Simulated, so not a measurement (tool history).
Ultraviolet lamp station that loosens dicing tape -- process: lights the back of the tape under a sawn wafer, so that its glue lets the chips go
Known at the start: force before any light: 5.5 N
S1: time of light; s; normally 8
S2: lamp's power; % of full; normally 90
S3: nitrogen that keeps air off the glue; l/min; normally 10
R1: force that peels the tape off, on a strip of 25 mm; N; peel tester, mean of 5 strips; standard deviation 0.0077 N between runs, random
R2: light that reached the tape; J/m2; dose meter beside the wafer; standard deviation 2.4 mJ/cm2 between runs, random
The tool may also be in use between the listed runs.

Run 1, hour 0.0: usual settings. Result: R1 0.346 N, R2 2160 J/m2.
Run 2, hour 44.8: usual settings. Result: R1 0.368 N, R2 2150 J/m2.
Run 3, hour 74.5: usual settings. Result: R1 0.361 N, R2 2120 J/m2.
Run 4, hour 110.6: usual settings. Result: R1 0.385 N, R2 2090 J/m2.
Run 5, hour 148.9: usual settings but S1 5 s. Result: R1 0.827 N, R2 1280 J/m2.
Run 6, hour 188.6: usual settings but S2 73 % of full. Result: R1 0.568 N, R2 1630 J/m2.
Run 7, hour 212.4: usual settings but S2 73 % of full. Result: R1 0.542 N, R2 1660 J/m2.
Run 8, hour 244.9: usual settings but S1 6 s. Result: R1 0.644 N, R2 1510 J/m2.
Run 9, hour 276.6: usual settings but S1 6 s. Result: R1 0.652 N, R2 1470 J/m2.
Run 10, hour 306.0: usual settings but S1 6 s. Result: R1 0.683 N, R2 1480 J/m2.
At hour 310.1: window cleaned of glue's vapour.
Run 11, hour 361.2: usual settings but S3 14 l/min. Result: R1 0.313 N, R2 2290 J/m2.
Run 12, hour 401.4: usual settings. Result: R1 0.354 N, R2 2260 J/m2.
Run 13, hour 431.2: usual settings. Result: R1 0.343 N, R2 2250 J/m2.
Run 14, hour 459.3: usual settings. Result: R1 0.346 N, R2 2260 J/m2.
Run 15, hour 488.0: usual settings. Result: R1 0.356 N, R2 2170 J/m2.
Run 16, hour 546.0: usual settings but S2 73 % of full, S3 12 l/min. Result: R1 0.470 N, R2 1770 J/m2.
Run 17, hour 578.7: usual settings but S2 73 % of full, S3 12 l/min. Result: R1 0.469 N, R2 1740 J/m2.
Run 18, hour 626.3: usual settings but S2 73 % of full, S3 12 l/min. Result: R1 0.495 N, R2 1700 J/m2.
Run 19, hour 681.0: usual settings but S2 73 % of full, S3 12 l/min. Result: R1 0.497 N, R2 1740 J/m2.
Run 20, hour 712.0: usual settings but S1 14 s, S2 98 % of full. Result: R1 0.204 N, R2 3910 J/m2.
Run 21, hour 740.1: usual settings but S1 14 s, S2 79 % of full, S3 11 l/min. Result: R1 0.236 N, R2 3090 J/m2.
Run 22, hour 764.5: usual settings but S1 14 s, S2 79 % of full, S3 11 l/min. Result: R1 0.228 N, R2 3030 J/m2.
Run 23, hour 791.0: usual settings but S1 5 s, S2 100 % of full, S3 4 l/min. Result: R1 1.131 N, R2 1370 J/m2.
Run 24, hour 827.7: usual settings but S1 4 s, S3 8 l/min. Result: R1 1.339 N, R2 960 J/m2.
Run 25, hour 876.4: usual settings but S1 16 s, S3 5 l/min. Result: R1 0.240 N, R2 3950 J/m2.
Run 26, hour 925.7: usual settings but S1 5 s, S3 19 l/min. Result: R1 0.769 N, R2 1220 J/m2.
Run 27, hour 950.6: usual settings but S1 5 s, S3 19 l/min. Result: R1 0.768 N, R2 1210 J/m2.
Run 28, hour 984.0: usual settings but S2 62 % of full. Result: R1 0.876 N, R2 1300 J/m2.

Hidden state or all else? Some run-to-run changes of R1, split into what the settings, what came in and random variation would give without the hidden state, and what is left for the hidden state (with any gauge scatter that isn't in both results):
The hidden state here: lamp's light, % of a new lamp's; light that the window lets through, % of a clean one's; drift of the gauge itself on peel_n, %; drift of the gauge itself on dose_mj_cm2, %.
Run 22 -> 23: S1 14 -> 5, S2 79 -> 100, S3 11 -> 4. R1 +0.903 N: hidden state +0.307, all else +0.596.
Run 24 -> 25: S1 4 -> 16, S3 8 -> 5. R1 -1.099 N: hidden state -0.354, all else -0.745.
